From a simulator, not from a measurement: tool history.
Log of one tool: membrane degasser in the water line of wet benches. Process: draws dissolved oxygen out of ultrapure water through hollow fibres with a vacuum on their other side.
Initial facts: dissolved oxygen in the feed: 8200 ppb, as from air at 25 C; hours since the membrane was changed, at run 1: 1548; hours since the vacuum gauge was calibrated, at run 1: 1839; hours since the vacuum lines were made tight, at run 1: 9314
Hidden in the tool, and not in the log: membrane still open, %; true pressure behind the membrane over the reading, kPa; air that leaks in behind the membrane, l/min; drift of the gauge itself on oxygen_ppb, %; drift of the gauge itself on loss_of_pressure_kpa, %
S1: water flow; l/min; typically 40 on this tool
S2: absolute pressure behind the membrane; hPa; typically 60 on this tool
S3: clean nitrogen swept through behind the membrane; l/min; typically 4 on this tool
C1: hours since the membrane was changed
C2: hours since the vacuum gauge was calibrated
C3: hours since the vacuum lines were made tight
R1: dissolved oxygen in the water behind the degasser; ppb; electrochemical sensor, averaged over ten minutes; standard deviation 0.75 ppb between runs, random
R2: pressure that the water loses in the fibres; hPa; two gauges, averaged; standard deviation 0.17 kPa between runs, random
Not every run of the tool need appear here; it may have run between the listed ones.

run 1 hour=0 | S1=40 S2=60 S3=4 | C1=1548 C2=1839 C3=9314 | R1=70.8 R2=258.6
run 2 hour=63.4 | S1=40 S2=60 S3=4 | C1=1611 C2=1902 C3=9377 | R1=72.2 R2=262.3
run 3 hour=122 | S1=59 S2=60 S3=4 | C1=1670 C2=1961 C3=9436 | R1=122.8 R2=384.2
run 4 hour=153.9 | S1=59 S2=60 S3=4 | C1=1701 C2=1993 C3=9468 | R1=120.9 R2=380.8
run 5 hour=220.3 | S1=40 S2=60 S3=4 | C1=1768 C2=2059 C3=9534 | R1=70.5 R2=261.5
run 6 hour=271.4 | S1=40 S2=60 S3=4 | C1=1819 C2=2110 C3=9585 | R1=72.1 R2=260.8
run 7 hour=339.4 | S1=40 S2=60 S3=4 | C1=1887 C2=2178 C3=9653 | R1=70.6 R2=259.5
run 8 hour=371.6 | S1=40 S2=60 S3=4 | C1=1919 C2=2210 C3=9686 | R1=72.3 R2=259.6
run 9 hour=410.8 | S1=40 S2=60 S3=4 | C1=1958 C2=2250 C3=9725 | R1=70.4 R2=260.5
run 10 hour=473.2 | S1=40 S2=60 S3=4 | C1=2021 C2=2312 C3=9787 | R1=72.7 R2=260.4
run 11 hour=523.2 | S1=40 S2=60 S3=4 | C1=2071 C2=2362 C3=9837 | R1=70.1 R2=260.6
run 12 hour=578 | S1=40 S2=60 S3=4 | C1=2126 C2=2417 C3=9892 | R1=69.5 R2=258.6
run 13 hour=608.9 | S1=40 S2=60 S3=4 | C1=2156 C2=2448 C3=9923 | R1=72.3 R2=261.7
run 14 hour=676 | S1=40 S2=60 S3=4 | C1=2224 C2=2515 C3=9990 | R1=71.6 R2=261.4
run 15 hour=713.2 | S1=40 S2=60 S3=4 | C1=2261 C2=2552 C3=10027 | R1=72.1 R2=258.6
run 16 hour=770.3 | S1=40 S2=60 S3=7.96 | C1=2318 C2=2609 C3=10084 | R1=39.4 R2=260
run 17 hour=820.2 | S1=41 S2=60 S3=4 | C1=2368 C2=2659 C3=10134 | R1=73.3 R2=268.3
run 18 hour=876.1 | S1=25 S2=111 S3=5.99 | C1=2424 C2=2715 C3=10190 | R1=82.4 R2=163.2
run 19 hour=904.3 | S1=30 S2=111 S3=3.71 | C1=2452 C2=2743 C3=10218 | R1=152.1 R2=197.2
run 20 hour=954.8 | S1=40 S2=120.9 S3=2.02 | C1=2502 C2=2794 C3=10269 | R1=386 R2=261.9
run 21 hour=988.9 | S1=33 S2=75 S3=11.42 | C1=2536 C2=2828 C3=10303 | R1=32.5 R2=214.3
run 22 hour=1023.8 | S1=49 S2=75 S3=11.42 | C1=2571 C2=2863 C3=10338 | R1=56.3 R2=321.9
run 23 hour=1061.6 | S1=49 S2=75 S3=11.42 | C1=2609 C2=2900 C3=10376 | R1=56.2 R2=319.8
run 24 hour=1115.7 | S1=49 S2=75 S3=11.42 | C1=2663 C2=2954 C3=10430 | R1=56.8 R2=321.9
run 25 hour=1144.2 | S1=49 S2=51.3 S3=11.42 | C1=2692 C2=2983 C3=10458 | R1=31.8 R2=321.1
run 26 hour=1201.5 | S1=26 S2=46.7 S3=6.85 | C1=2749 C2=3040 C3=10515 | R1=14.5 R2=166.6
run 27 hour=1265.9 | S1=40 S2=43.3 S3=7.61 | C1=2813 C2=3105 C3=10580 | R1=19.4 R2=259.5
run 28 hour=1308.4 | S1=40 S2=43.3 S3=7.61 | C1=2856 C2=3147 C3=10622 | R1=19.7 R2=264.2
run 29 hour=1359.2 | S1=50 S2=65.2 S3=3.54 | C1=2907 C2=3198 C3=10673 | R1=122.1 R2=321.8
run 30 hour=1406.1 | S1=47 S2=140.8 S3=4 | C1=2954 C2=3245 C3=10720 | R1=305.1 R2=304.6
run 31 hour=1466.4 | S1=40 S2=149.1 S3=1.73 | C1=3014 C2=3305 C3=10780 | R1=571.1 R2=260.8
run 32 hour=1529.6 | S1=34 S2=148.7 S3=6.04 | C1=3077 C2=3368 C3=10843 | R1=157.9 R2=223.2
run 33 hour=1595.4 | S1=34 S2=148.7 S3=6.04 | C1=3143 C2=3434 C3=10909 | R1=161.3 R2=222.3

For each run, the measured value with the value that run would have given without the tool's hidden condition subtracted. The run-to-run variation is shared by both, the gauge scatter possibly not:
run=1 R1=+2.3 R2=+2
run=2 R1=+2.4 R2=+2.1
run=3 R1=+4.4 R2=+3.2
run=4 R1=+4.3 R2=+3.2
run=5 R1=+2.6 R2=+2.3
run=6 R1=+2.7 R2=+2.3
run=7 R1=+2.7 R2=+2.4
run=8 R1=+2.8 R2=+2.5
run=9 R1=+2.7 R2=+2.5
run=10 R1=+2.9 R2=+2.6
run=11 R1=+2.9 R2=+2.7
run=12 R1=+2.9 R2=+2.8
run=13 R1=+3 R2=+2.8
run=14 R1=+3.1 R2=+2.9
run=15 R1=+3.2 R2=+2.8
run=16 R1=+1.9 R2=+3
run=17 R1=+3.3 R2=+3.1
run=18 R1=+1.7 R2=+2
run=19 R1=+3 R2=+2.4
run=20 R1=+6.2 R2=+3.2
run=21 R1=+1.2 R2=+2.7
run=22 R1=+2.3 R2=+4
run=23 R1=+2.3 R2=+4.1
run=24 R1=+2.4 R2=+4.2
run=25 R1=+2.3 R2=+4.2
run=26 R1=+1.4 R2=+2.2
run=27 R1=+2.1 R2=+3.6
run=28 R1=+2.2 R2=+3.7
run=29 R1=+5.7 R2=+4.6
run=30 R1=+5.3 R2=+4.5
run=31 R1=+8.1 R2=+3.9
run=32 R1=+2.8 R2=+3.3
run=33 R1=+2.9 R2=+3.4
